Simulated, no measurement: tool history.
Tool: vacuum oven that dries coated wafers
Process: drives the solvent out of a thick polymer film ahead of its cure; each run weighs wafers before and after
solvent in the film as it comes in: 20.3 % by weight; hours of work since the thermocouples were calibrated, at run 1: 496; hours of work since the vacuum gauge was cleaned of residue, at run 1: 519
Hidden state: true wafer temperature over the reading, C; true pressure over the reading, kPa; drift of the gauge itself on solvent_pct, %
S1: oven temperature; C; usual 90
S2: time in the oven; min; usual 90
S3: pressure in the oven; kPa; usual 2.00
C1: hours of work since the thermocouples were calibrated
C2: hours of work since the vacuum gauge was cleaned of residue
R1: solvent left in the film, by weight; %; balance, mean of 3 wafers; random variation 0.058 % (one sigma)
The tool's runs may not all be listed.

Run 1, day 0.000: usual settings; C1 496; C2 519. Result: R1 3.36 %.
Run 2, day 1.242: usual settings; C1 510; C2 532. Result: R1 3.51 %.
Run 3, day 2.500: usual settings; C1 523; C2 546. Result: R1 3.45 %.
Run 4, day 3.821: usual settings; C1 537; C2 560. Result: R1 3.45 %.
Run 5, day 5.088: usual settings; C1 551; C2 574. Result: R1 3.48 %.
Run 6, day 6.092: usual settings but S3 3.29 kPa; C1 562; C2 585. Result: R1 3.82 %.
Run 7, day 7.629: usual settings but S3 3.29 kPa; C1 578; C2 601. Result: R1 4.04 %.
Run 8, day 8.354: usual settings but S2 63 min; C1 586; C2 609. Result: R1 5.44 %.
Run 9, day 9.538: usual settings; C1 599; C2 622. Result: R1 3.43 %.
Run 10, day 10.971: usual settings; C1 614; C2 637. Result: R1 3.53 %.
Run 11, day 11.821: usual settings but S3 2.60 kPa; C1 624; C2 646. Result: R1 3.77 %.
Run 12, day 12.871: usual settings but S3 2.60 kPa; C1 635; C2 658. Result: R1 3.81 %.
Run 13, day 14.096: usual settings but S3 2.60 kPa; C1 648; C2 671. Result: R1 3.82 %.
Run 14, day 15.033: usual settings but S2 81 min; C1 658; C2 681. Result: R1 3.96 %.
Run 15, day 16.433: usual settings but S2 81 min, S3 1.05 kPa; C1 673; C2 696. Result: R1 3.74 %.
Run 16, day 17.704: usual settings but S2 81 min, S3 1.05 kPa; C1 687; C2 710. Result: R1 3.73 %.
Run 17, day 18.729: usual settings but S2 81 min, S3 1.05 kPa; C1 698; C2 721. Result: R1 3.78 %.
Run 18, day 20.100: usual settings but S2 81 min, S3 1.05 kPa; C1 713; C2 736. Result: R1 3.73 %.
Run 19, day 20.779: usual settings but S2 81 min, S3 1.05 kPa; C1 720; C2 743. Result: R1 3.84 %.
Run 20, day 22.004: usual settings; C1 733; C2 756. Result: R1 3.59 %.
Run 21, day 22.938: usual settings; C1 744; C2 766. Result: R1 3.58 %.
Run 22, day 24.517: usual settings but S3 1.05 kPa; C1 761; C2 783. Result: R1 3.27 %.
Run 23, day 25.417: usual settings but S1 80 C, S2 111 min, S3 6.79 kPa; C1 770; C2 793. Result: R1 9.03 %.
Run 24, day 26.271: usual settings but S1 80 C, S2 111 min, S3 6.79 kPa; C1 779; C2 802. Result: R1 8.98 %.
Run 25, day 27.600: usual settings but S1 80 C, S2 111 min, S3 6.79 kPa; C1 794; C2 817. Result: R1 8.91 %.
Run 26, day 28.467: usual settings but S1 95 C, S2 111 min, S3 6.79 kPa; C1 803; C2 826. Result: R1 3.37 %.
Run 27, day 29.175: usual settings but S1 82 C, S2 155 min; C1 811; C2 834. Result: R1 4.20 %.
Run 28, day 30.075: usual settings but S1 82 C, S2 155 min; C1 820; C2 843. Result: R1 4.18 %.
Run 29, day 30.771: usual settings but S1 82 C, S2 155 min; C1 828; C2 851. Result: R1 4.14 %.
Run 30, day 32.304: usual settings but S1 98 C, S3 3.01 kPa; C1 845; C2 867. Result: R1 1.93 %.
Run 31, day 33.667: usual settings but S2 112 min; C1 859; C2 882. Result: R1 2.78 %.
Run 32, day 34.621: usual settings but S3 1.39 kPa; C1 869; C2 892. Result: R1 3.55 %.
Run 33, day 35.346: usual settings but S1 76 C, S3 3.30 kPa; C1 877; C2 900. Result: R1 10.13 %.
Run 34, day 36.575: usual settings but S1 76 C, S2 150 min, S3 1.39 kPa; C1 891; C2 913. Result: R1 6.71 %.
Run 35, day 37.483: usual settings but S1 86 C, S2 150 min, S3 6.49 kPa; C1 900; C2 923. Result: R1 5.17 %.
Run 36, day 38.433: usual settings but S1 86 C, S2 150 min, S3 6.49 kPa; C1 911; C2 933. Result: R1 5.15 %.
Run 37, day 39.942: usual settings but S1 86 C, S2 150 min, S3 6.49 kPa; C1 927; C2 950. Result: R1 5.17 %.
Run 38, day 41.496: usual settings but S1 78 C, S2 91 min, S3 1.06 kPa; C1 944; C2 966. Result: R1 8.38 %.
Run 39, day 42.483: usual settings but S1 103 C, S2 146 min, S3 2.56 kPa; C1 954; C2 977. Result: R1 0.86 %.

3 ways to go on from here, each from the tool as it stands after run 39. What would each give?
Run A, day 43.412: usual settings but S1 93 C, S2 126 min, S3 7.67 kPa; C1 964; C2 987. Result: R1 ?.
Run B, day 43.412: usual settings but S1 85 C, S2 146 min, S3 6.14 kPa; C1 964; C2 987. Result: R1 ?.
Run C, day 43.412: usual settings but S1 97 C, S2 70 min, S3 2.56 kPa; C1 964; C2 987. Result: R1 ?.

run    R1
  A  4.01
  B  5.48
  C  2.90
Without the tool's hidden state the same runs would have given:
run    R1
  A  3.37
  B  4.53
  C  2.22
